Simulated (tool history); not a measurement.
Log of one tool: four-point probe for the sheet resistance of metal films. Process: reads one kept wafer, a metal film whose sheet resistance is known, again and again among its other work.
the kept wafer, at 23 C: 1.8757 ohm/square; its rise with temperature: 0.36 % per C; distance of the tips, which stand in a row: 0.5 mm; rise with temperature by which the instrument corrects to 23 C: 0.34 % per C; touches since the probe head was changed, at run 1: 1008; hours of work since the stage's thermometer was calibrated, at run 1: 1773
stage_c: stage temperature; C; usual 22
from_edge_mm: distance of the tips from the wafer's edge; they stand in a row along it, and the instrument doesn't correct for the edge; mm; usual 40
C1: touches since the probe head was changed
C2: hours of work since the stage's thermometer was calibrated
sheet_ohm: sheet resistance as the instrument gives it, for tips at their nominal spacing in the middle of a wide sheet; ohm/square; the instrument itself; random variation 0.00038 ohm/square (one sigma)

{"run": 1, "day": 0.0, "stage_c": 22, "from_edge_mm": 40, "C1": 1008, "C2": 1773, "sheet_ohm": 1.87544}
{"run": 2, "day": 3.125, "stage_c": 22, "from_edge_mm": 40, "C1": 3920, "C2": 1807, "sheet_ohm": 1.876662}
{"run": 3, "day": 5.988, "stage_c": 22, "from_edge_mm": 40, "C1": 6589, "C2": 1838, "sheet_ohm": 1.876791}
{"run": 4, "day": 9.375, "stage_c": 22, "from_edge_mm": 15, "C1": 9750, "C2": 1874, "sheet_ohm": 1.877759}
{"run": 5, "day": 12.921, "stage_c": 28, "from_edge_mm": 40, "C1": 13053, "C2": 1912, "sheet_ohm": 1.880094}
{"run": 6, "day": 16.888, "stage_c": 28, "from_edge_mm": 40, "C1": 16752, "C2": 1955, "sheet_ohm": 1.880525}
{"run": 7, "day": 20.671, "stage_c": 28, "from_edge_mm": 40, "C1": 20280, "C2": 1996, "sheet_ohm": 1.881169}
{"run": 8, "day": 25.096, "stage_c": 23, "from_edge_mm": 40, "C1": 24406, "C2": 2044, "sheet_ohm": 1.879445}
{"run": 9, "day": 29.667, "stage_c": 23, "from_edge_mm": 40, "C1": 28666, "C2": 2093, "sheet_ohm": 1.879396}
{"run": 10, "day": 31.642, "stage_c": 22, "from_edge_mm": 40, "C1": 30508, "C2": 2114, "sheet_ohm": 1.879985}
{"run": 11, "day": 34.367, "stage_c": 22, "from_edge_mm": 7, "C1": 33047, "C2": 2144, "sheet_ohm": 1.886}
{"run": 12, "day": 36.458, "stage_c": 29, "from_edge_mm": 40, "C1": 34997, "C2": 2166, "sheet_ohm": 1.883938}
{"run": 13, "day": 38.508, "stage_c": 22, "from_edge_mm": 4, "C1": 36911, "C2": 2188, "sheet_ohm": 1.895888}
{"run": 14, "day": 41.612, "stage_c": 22, "from_edge_mm": 4, "C1": 39803, "C2": 2222, "sheet_ohm": 1.896868}
{"run": 15, "day": 45.45, "stage_c": 22, "from_edge_mm": 4, "C1": 43381, "C2": 2263, "sheet_ohm": 1.897781}
{"day": 48.888, "done": "stage's thermometer calibrated"}
{"run": 16, "day": 49.412, "stage_c": 22, "from_edge_mm": 4, "C1": 47056, "C2": 6, "sheet_ohm": 1.900624}
{"run": 17, "day": 51.408, "stage_c": 22, "from_edge_mm": 33, "C1": 48919, "C2": 27, "sheet_ohm": 1.885066}
{"run": 18, "day": 54.479, "stage_c": 22, "from_edge_mm": 40, "C1": 51780, "C2": 60, "sheet_ohm": 1.885016}
{"run": 19, "day": 56.796, "stage_c": 22, "from_edge_mm": 13, "C1": 53942, "C2": 85, "sheet_ohm": 1.88757}
{"run": 20, "day": 60.325, "stage_c": 22, "from_edge_mm": 40, "C1": 57232, "C2": 123, "sheet_ohm": 1.886221}
{"run": 21, "day": 62.725, "stage_c": 22, "from_edge_mm": 40, "C1": 59468, "C2": 149, "sheet_ohm": 1.886587}
{"run": 22, "day": 66.383, "stage_c": 22, "from_edge_mm": 40, "C1": 62878, "C2": 189, "sheet_ohm": 1.887048}
{"run": 23, "day": 68.888, "stage_c": 22, "from_edge_mm": 40, "C1": 65214, "C2": 216, "sheet_ohm": 1.887116}
{"run": 24, "day": 71.55, "stage_c": 25, "from_edge_mm": 15, "C1": 67697, "C2": 244, "sheet_ohm": 1.889974}
{"run": 25, "day": 73.529, "stage_c": 34, "from_edge_mm": 32, "C1": 69539, "C2": 266, "sheet_ohm": 1.893086}
{"run": 26, "day": 76.067, "stage_c": 18, "from_edge_mm": 53, "C1": 71905, "C2": 293, "sheet_ohm": 1.886465}
{"run": 27, "day": 79.529, "stage_c": 21, "from_edge_mm": 3, "C1": 75136, "C2": 331, "sheet_ohm": 1.916052}
{"run": 28, "day": 81.788, "stage_c": 29, "from_edge_mm": 8, "C1": 77238, "C2": 355, "sheet_ohm": 1.895251}
{"run": 29, "day": 85.446, "stage_c": 26, "from_edge_mm": 45, "C1": 80649, "C2": 394, "sheet_ohm": 1.890594}
{"run": 30, "day": 89.288, "stage_c": 29, "from_edge_mm": 14, "C1": 84232, "C2": 436, "sheet_ohm": 1.893765}
{"run": 31, "day": 92.358, "stage_c": 20, "from_edge_mm": 8, "C1": 87095, "C2": 469, "sheet_ohm": 1.892907}
{"run": 32, "day": 95.754, "stage_c": 19, "from_edge_mm": 5, "C1": 90260, "C2": 505, "sheet_ohm": 1.899447}
{"run": 33, "day": 99.258, "stage_c": 19, "from_edge_mm": 5, "C1": 93530, "C2": 543, "sheet_ohm": 1.899869}
{"run": 34, "day": 101.904, "stage_c": 19, "from_edge_mm": 5, "C1": 95996, "C2": 572, "sheet_ohm": 1.899945}
{"run": 35, "day": 106.225, "stage_c": 19, "from_edge_mm": 5, "C1": 100022, "C2": 618, "sheet_ohm": 1.90163}
{"run": 36, "day": 108.771, "stage_c": 19, "from_edge_mm": 5, "C1": 102397, "C2": 646, "sheet_ohm": 1.901234}
{"run": 37, "day": 112.25, "stage_c": 19, "from_edge_mm": 5, "C1": 105642, "C2": 683, "sheet_ohm": 1.902221}
{"run": 38, "day": 116.442, "stage_c": 19, "from_edge_mm": 11, "C1": 109548, "C2": 729, "sheet_ohm": 1.893607}
{"run": 39, "day": 119.367, "stage_c": 31, "from_edge_mm": 8, "C1": 112275, "C2": 760, "sheet_ohm": 1.900826}
{"run": 40, "day": 122.9, "stage_c": 31, "from_edge_mm": 8, "C1": 115571, "C2": 798, "sheet_ohm": 1.901463}
{"run": 41, "day": 126.117, "stage_c": 30, "from_edge_mm": 10, "C1": 118568, "C2": 833, "sheet_ohm": 1.900069}
{"run": 42, "day": 130.333, "stage_c": 25, "from_edge_mm": 11, "C1": 122500, "C2": 878, "sheet_ohm": 1.898557}
{"run": 43, "day": 133.308, "stage_c": 19, "from_edge_mm": 37, "C1": 125273, "C2": 910, "sheet_ohm": 1.894135}
{"run": 44, "day": 136.404, "stage_c": 33, "from_edge_mm": 19, "C1": 128158, "C2": 944, "sheet_ohm": 1.901396}

Measured less the same run without the tool's hidden state. The same run-to-run variation is in both; the gauge's scatter may not be:
The hidden state here: inner tips' distance over the nominal, %; tips' flats over new ones', %; wafer's true temperature over the reading, C; drift of the gauge itself on sheet_ohm, %.
run=1 sheet_ohm=+0.000589
run=2 sheet_ohm=+0.000989
run=3 sheet_ohm=+0.001353
run=4 sheet_ohm=+0.001749
run=5 sheet_ohm=+0.002204
run=6 sheet_ohm=+0.002725
run=7 sheet_ohm=+0.003212
run=8 sheet_ohm=+0.00375
run=9 sheet_ohm=+0.004357
run=10 sheet_ohm=+0.004623
run=11 sheet_ohm=+0.004992
run=12 sheet_ohm=+0.005312
run=13 sheet_ohm=+0.00552
run=14 sheet_ohm=+0.005905
run=15 sheet_ohm=+0.006385
run=16 sheet_ohm=+0.009569
run=17 sheet_ohm=+0.009746
run=18 sheet_ohm=+0.010114
run=19 sheet_ohm=+0.010401
run=20 sheet_ohm=+0.010797
run=21 sheet_ohm=+0.011081
run=22 sheet_ohm=+0.011535
run=23 sheet_ohm=+0.011859
run=24 sheet_ohm=+0.012232
run=25 sheet_ohm=+0.012489
run=26 sheet_ohm=+0.012746
run=27 sheet_ohm=+0.01333
run=28 sheet_ohm=+0.01347
run=29 sheet_ohm=+0.013895
run=30 sheet_ohm=+0.014415
run=31 sheet_ohm=+0.014801
run=32 sheet_ohm=+0.015254
run=33 sheet_ohm=+0.015751
run=34 sheet_ohm=+0.016114
run=35 sheet_ohm=+0.016651
run=36 sheet_ohm=+0.016977
run=37 sheet_ohm=+0.017405
run=38 sheet_ohm=+0.017857
run=39 sheet_ohm=+0.018329
run=40 sheet_ohm=+0.018822
run=41 sheet_ohm=+0.019246
run=42 sheet_ohm=+0.019751
run=43 sheet_ohm=+0.020058
run=44 sheet_ohm=+0.020544

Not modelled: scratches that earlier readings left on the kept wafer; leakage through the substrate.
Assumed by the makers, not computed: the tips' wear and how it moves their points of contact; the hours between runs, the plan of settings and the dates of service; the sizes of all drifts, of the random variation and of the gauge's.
